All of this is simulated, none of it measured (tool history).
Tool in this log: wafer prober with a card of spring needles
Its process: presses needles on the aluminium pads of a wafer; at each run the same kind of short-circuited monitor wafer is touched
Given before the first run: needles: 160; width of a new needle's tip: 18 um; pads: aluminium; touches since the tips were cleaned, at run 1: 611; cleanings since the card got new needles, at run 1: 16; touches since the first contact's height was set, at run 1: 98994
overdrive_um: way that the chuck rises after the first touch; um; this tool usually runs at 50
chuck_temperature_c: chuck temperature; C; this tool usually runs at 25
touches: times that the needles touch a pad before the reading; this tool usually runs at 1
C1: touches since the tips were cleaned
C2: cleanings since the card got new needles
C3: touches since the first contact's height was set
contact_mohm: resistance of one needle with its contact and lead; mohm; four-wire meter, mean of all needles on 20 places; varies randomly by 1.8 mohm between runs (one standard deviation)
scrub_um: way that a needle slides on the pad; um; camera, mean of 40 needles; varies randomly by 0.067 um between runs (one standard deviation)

Run 1, hour 0.0: usual settings; C1 611; C2 16; C3 98994. Result: contact_mohm 191 mohm, scrub_um 12.64 um.
Run 2, hour 9.0: usual settings but overdrive_um 30 um; C1 2368; C2 16; C3 100751. Result: contact_mohm 197 mohm, scrub_um 7.58 um.
Run 3, hour 20.8: usual settings but overdrive_um 30 um, touches 2; C1 4654; C2 16; C3 103037. Result: contact_mohm 199 mohm, scrub_um 7.41 um.
At hour 25.3: tips cleaned on abrasive film.
Run 4, hour 34.9: usual settings; C1 1882; C2 17; C3 105772. Result: contact_mohm 187 mohm, scrub_um 12.44 um.
Run 5, hour 41.5: usual settings but overdrive_um 63 um; C1 3163; C2 17; C3 107053. Result: contact_mohm 184 mohm, scrub_um 15.76 um.
Run 6, hour 49.6: usual settings; C1 4735; C2 17; C3 108625. Result: contact_mohm 185 mohm, scrub_um 12.40 um.
At hour 54.3: tips cleaned on abrasive film.
Run 7, hour 62.2: usual settings; C1 1545; C2 18; C3 111054. Result: contact_mohm 187 mohm, scrub_um 12.41 um.
Run 8, hour 68.2: usual settings but chuck_temperature_c 101 C; C1 2708; C2 18; C3 112217. Result: contact_mohm 203 mohm, scrub_um 12.42 um.
Run 9, hour 80.8: usual settings but chuck_temperature_c 101 C; C1 5158; C2 18; C3 114667. Result: contact_mohm 201 mohm, scrub_um 12.32 um.
At hour 82.6: tips cleaned on abrasive film.
Run 10, hour 93.2: usual settings but chuck_temperature_c 101 C; C1 2064; C2 19; C3 117062. Result: contact_mohm 203 mohm, scrub_um 12.48 um.
Run 11, hour 100.1: usual settings but chuck_temperature_c 48 C, touches 2; C1 3400; C2 19; C3 118398. Result: contact_mohm 191 mohm, scrub_um 12.38 um.
At hour 110.7: tips cleaned on abrasive film.
Run 12, hour 113.9: usual settings but chuck_temperature_c 48 C, touches 2; C1 628; C2 20; C3 121081. Result: contact_mohm 195 mohm, scrub_um 12.43 um.
Run 13, hour 126.2: usual settings but overdrive_um 43 um, chuck_temperature_c 34 C; C1 3011; C2 20; C3 123464. Result: contact_mohm 191 mohm, scrub_um 10.60 um.
At hour 130.1: height of the first contact set anew.
At hour 139.8: tips cleaned on abrasive film.
Run 14, hour 140.5: usual settings but overdrive_um 43 um, chuck_temperature_c 39 C; C1 142; C2 21; C3 2015. Result: contact_mohm 195 mohm, scrub_um 10.52 um.
Run 15, hour 148.9: usual settings but overdrive_um 52 um; C1 1778; C2 21; C3 3651. Result: contact_mohm 187 mohm, scrub_um 12.75 um.
Run 16, hour 161.2: usual settings but overdrive_um 56 um, chuck_temperature_c 55 C, touches 2; C1 4159; C2 21; C3 6032. Result: contact_mohm 189 mohm, scrub_um 13.85 um.
At hour 167.8: tips cleaned on abrasive film.
Run 17, hour 171.8: usual settings but overdrive_um 35 um, chuck_temperature_c 52 C; C1 792; C2 22; C3 8085. Result: contact_mohm 200 mohm, scrub_um 8.58 um.
Run 18, hour 180.2: usual settings but overdrive_um 53 um, chuck_temperature_c 103 C, touches 3; C1 2418; C2 22; C3 9711. Result: contact_mohm 205 mohm, scrub_um 13.05 um.
Run 19, hour 194.1: usual settings but overdrive_um 53 um, chuck_temperature_c 103 C, touches 3; C1 5120; C2 22; C3 12413. Result: contact_mohm 202 mohm, scrub_um 13.00 um.
At hour 195.9: tips cleaned on abrasive film.
Run 20, hour 204.2: usual settings but overdrive_um 53 um, chuck_temperature_c 103 C, touches 3; C1 1610; C2 23; C3 14361. Result: contact_mohm 205 mohm, scrub_um 12.96 um.

What if the next run were any one of these 3? Each begins from the tool's condition after run 20:
At hour 214.1: gauge calibrated.
Run A, hour 214.6: usual settings but overdrive_um 65 um, chuck_temperature_c 77 C, touches 2; C1 3634; C2 23; C3 16385. Result: contact_mohm ?, scrub_um ?.
At hour 214.1: gauge calibrated.
Run B, hour 214.6: usual settings; C1 3634; C2 23; C3 16385. Result: contact_mohm ?, scrub_um ?.
At hour 214.1: gauge calibrated.
Run C, hour 214.6: usual settings but overdrive_um 38 um, chuck_temperature_c 103 C; C1 3634; C2 23; C3 16385. Result: contact_mohm ?, scrub_um ?.

run  contact_mohm  scrub_um
  A           197     16.31
  B           188     12.59
  C           212      9.51
Take away the tool's hidden state, keep each run's random variation, and the runs would have read:
run  contact_mohm  scrub_um
  A           197     16.31
  B           188     12.59
  C           211      9.51
